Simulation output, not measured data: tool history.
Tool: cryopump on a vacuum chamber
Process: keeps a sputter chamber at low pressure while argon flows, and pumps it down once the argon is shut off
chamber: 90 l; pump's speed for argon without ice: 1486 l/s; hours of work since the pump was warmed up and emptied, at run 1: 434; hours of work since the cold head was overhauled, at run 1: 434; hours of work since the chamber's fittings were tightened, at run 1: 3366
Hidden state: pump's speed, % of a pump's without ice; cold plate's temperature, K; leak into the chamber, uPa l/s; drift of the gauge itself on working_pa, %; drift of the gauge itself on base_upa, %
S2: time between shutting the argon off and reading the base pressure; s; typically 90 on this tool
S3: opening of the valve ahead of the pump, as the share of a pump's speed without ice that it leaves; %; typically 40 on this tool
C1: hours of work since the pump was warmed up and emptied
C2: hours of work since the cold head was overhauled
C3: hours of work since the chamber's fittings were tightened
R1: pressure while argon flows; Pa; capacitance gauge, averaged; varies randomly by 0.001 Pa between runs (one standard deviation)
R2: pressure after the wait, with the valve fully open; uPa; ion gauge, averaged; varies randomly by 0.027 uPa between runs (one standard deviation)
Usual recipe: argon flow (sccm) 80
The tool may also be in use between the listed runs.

run 1 hour=0 | argon_flow_(sccm)=80 S2=90 S3=40 | C1=434 C2=434 C3=3366 | R1=0.2367 R2=3.63
-- hour=15.7 leaking fittings of the chamber tightened, without venting
run 2 hour=68.9 | argon_flow_(sccm)=80 S2=90 S3=40 | C1=484 C2=484 C3=40 | R1=0.2365 R2=1.27
run 3 hour=123.9 | argon_flow_(sccm)=80 S2=90 S3=40 | C1=526 C2=526 C3=81 | R1=0.2356 R2=1.35
run 4 hour=210.3 | argon_flow_(sccm)=80 S2=90 S3=40 | C1=591 C2=591 C3=146 | R1=0.2398 R2=1.36
run 5 hour=273.6 | argon_flow_(sccm)=80 S2=90 S3=40 | C1=638 C2=638 C3=194 | R1=0.2391 R2=1.45
run 6 hour=365.1 | argon_flow_(sccm)=80 S2=90 S3=40 | C1=707 C2=707 C3=262 | R1=0.2405 R2=1.49
run 7 hour=455.3 | argon_flow_(sccm)=80 S2=90 S3=40 | C1=775 C2=775 C3=330 | R1=0.2406 R2=1.51
run 8 hour=535.5 | argon_flow_(sccm)=80 S2=90 S3=40 | C1=835 C2=835 C3=391 | R1=0.243 R2=1.59
run 9 hour=575.3 | argon_flow_(sccm)=80 S2=90 S3=40 | C1=865 C2=865 C3=420 | R1=0.2426 R2=1.54
-- hour=646.4 pump warmed up, emptied and cooled again
run 10 hour=676.3 | argon_flow_(sccm)=80 S2=90 S3=20 | C1=22 C2=937 C3=493 | R1=0.4577 R2=1.58
run 11 hour=729.3 | argon_flow_(sccm)=80 S2=90 S3=20 | C1=62 C2=977 C3=532 | R1=0.4561 R2=1.6
run 12 hour=790.2 | argon_flow_(sccm)=33 S2=90 S3=20 | C1=108 C2=1022 C3=578 | R1=0.1891 R2=1.59
run 13 hour=837.3 | argon_flow_(sccm)=80 S2=90 S3=40 | C1=143 C2=1058 C3=614 | R1=0.2319 R2=1.67
run 14 hour=934.9 | argon_flow_(sccm)=80 S2=90 S3=40 | C1=217 C2=1131 C3=687 | R1=0.2324 R2=1.72
run 15 hour=991.8 | argon_flow_(sccm)=80 S2=90 S3=54 | C1=260 C2=1174 C3=730 | R1=0.173 R2=1.79
run 16 hour=1052.4 | argon_flow_(sccm)=80 S2=90 S3=54 | C1=305 C2=1220 C3=775 | R1=0.1738 R2=1.84
run 17 hour=1105.3 | argon_flow_(sccm)=80 S2=90 S3=54 | C1=345 C2=1259 C3=815 | R1=0.1752 R2=1.85
run 18 hour=1192.3 | argon_flow_(sccm)=142 S2=58 S3=34 | C1=410 C2=1325 C3=880 | R1=0.4923 R2=2.47
run 19 hour=1245.6 | argon_flow_(sccm)=138 S2=79 S3=23 | C1=450 C2=1365 C3=920 | R1=0.6948 R2=2.08
run 20 hour=1336.5 | argon_flow_(sccm)=138 S2=123 S3=23 | C1=519 C2=1433 C3=989 | R1=0.7026 R2=1.63
run 21 hour=1415.6 | argon_flow_(sccm)=138 S2=82 S3=24 | C1=578 C2=1492 C3=1048 | R1=0.6763 R2=2.08
run 22 hour=1456 | argon_flow_(sccm)=138 S2=82 S3=24 | C1=608 C2=1523 C3=1078 | R1=0.6766 R2=2.14
run 23 hour=1538.6 | argon_flow_(sccm)=138 S2=82 S3=24 | C1=670 C2=1585 C3=1140 | R1=0.6752 R2=2.23
run 24 hour=1586 | argon_flow_(sccm)=80 S2=87 S3=40 | C1=706 C2=1620 C3=1176 | R1=0.2397 R2=2.16
run 25 hour=1671.2 | argon_flow_(sccm)=80 S2=87 S3=40 | C1=770 C2=1684 C3=1240 | R1=0.2414 R2=2.23
run 26 hour=1726.5 | argon_flow_(sccm)=44 S2=25 S3=41 | C1=812 C2=1726 C3=1282 | R1=0.1299 R2=4.8
run 27 hour=1776.6 | argon_flow_(sccm)=46 S2=164 S3=26 | C1=849 C2=1764 C3=1319 | R1=0.2099 R2=1.89
-- hour=1864.1 pump warmed up, emptied and cooled again
run 28 hour=1864.1 | argon_flow_(sccm)=87 S2=90 S3=40 | C1=0 C2=1826 C3=1381 | R1=0.252 R2=2.08
run 29 hour=1942.4 | argon_flow_(sccm)=117 S2=90 S3=40 | C1=59 C2=1884 C3=1440 | R1=0.34 R2=2.21
run 30 hour=2038.3 | argon_flow_(sccm)=80 S2=83 S3=47 | C1=131 C2=1957 C3=1512 | R1=0.2004 R2=2.31
run 31 hour=2134.8 | argon_flow_(sccm)=52 S2=43 S3=28 | C1=203 C2=2029 C3=1585 | R1=0.2155 R2=3.36
run 32 hour=2225.7 | argon_flow_(sccm)=52 S2=43 S3=28 | C1=272 C2=2097 C3=1653 | R1=0.2164 R2=3.48

The next listed run, before its measurement:
run 33 hour=2276.6 | argon_flow_(sccm)=86 S2=189 S3=40 | C1=310 C2=2136 C3=1691 | R1=? R2=?

Run 33 yielded R1 0.2533 Pa, R2 1.95 uPa.
Without the tool's hidden state the same run would have given R1 0.2446 Pa, R2 0.71 uPa.

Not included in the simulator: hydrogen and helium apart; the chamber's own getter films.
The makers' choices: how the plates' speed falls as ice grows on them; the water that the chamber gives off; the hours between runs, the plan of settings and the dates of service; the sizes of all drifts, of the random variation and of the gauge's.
